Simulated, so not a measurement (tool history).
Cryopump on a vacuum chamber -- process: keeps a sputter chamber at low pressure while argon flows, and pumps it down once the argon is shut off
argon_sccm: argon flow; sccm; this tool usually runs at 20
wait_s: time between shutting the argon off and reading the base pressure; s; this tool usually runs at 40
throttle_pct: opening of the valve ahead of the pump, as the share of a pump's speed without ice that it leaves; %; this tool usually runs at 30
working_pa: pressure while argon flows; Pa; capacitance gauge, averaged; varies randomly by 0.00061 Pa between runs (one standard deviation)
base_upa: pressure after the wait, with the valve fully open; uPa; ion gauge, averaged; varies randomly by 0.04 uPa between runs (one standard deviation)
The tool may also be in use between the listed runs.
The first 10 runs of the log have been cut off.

run	hour	argon_sccm	wait_s	throttle_pct	hours of work since the pump was warmed up and emptied	hours of work since the cold head was overhauled	hours of work since the chamber's fittings were tightened	working_pa	base_upa
11	308	20	146	30	416	416	315	0.0899	0.91
12	342	20	40	30	437	437	336	0.09	2.39
13	368.6	20	40	30	454	454	353	0.0905	2.47
14	406.2	15	40	30	477	477	376	0.0676	2.4
15	431.9	15	40	30	493	493	392	0.0684	2.43
16	462.6	20	40	30	512	512	411	0.091	2.48
17	495.6	20	40	30	533	533	431	0.0902	2.39
18	520.4	20	40	28	548	548	447	0.0965	2.45
19	556.7	20	40	28	570	570	469	0.0969	2.48
20	592.2	25	64	50	592	592	491	0.0695	1.73
21	611.8	25	30	55	605	605	503	0.0638	3.25
22	646.3	25	89	15	626	626	525	0.2255	1.34
23	681.5	8	97	22	648	648	547	0.0494	1.23
24	712.1	29	26	22	667	667	565	0.179	3.62
25	741.1	29	26	22	685	685	583	0.1793	3.68
26	785.1	10	40	41	712	712	611	0.0338	2.57
27	819.3	27	40	30	733	733	632	0.1239	2.52
28	853.7	23	108	37	755	755	653	0.0863	1.29
29	885.4	19	106	22	774	774	673	0.1179	1.26

Run 30 has not been measured yet. What should we expect?
30	904.1	19	106	22	786	786	684	?	?

For run 30 the tool returned working_pa 0.1183 Pa, base_upa 1.26 uPa.
Minus the tool's unlogged condition, the same run would have read working_pa 0.1146 Pa, base_upa 1 uPa.
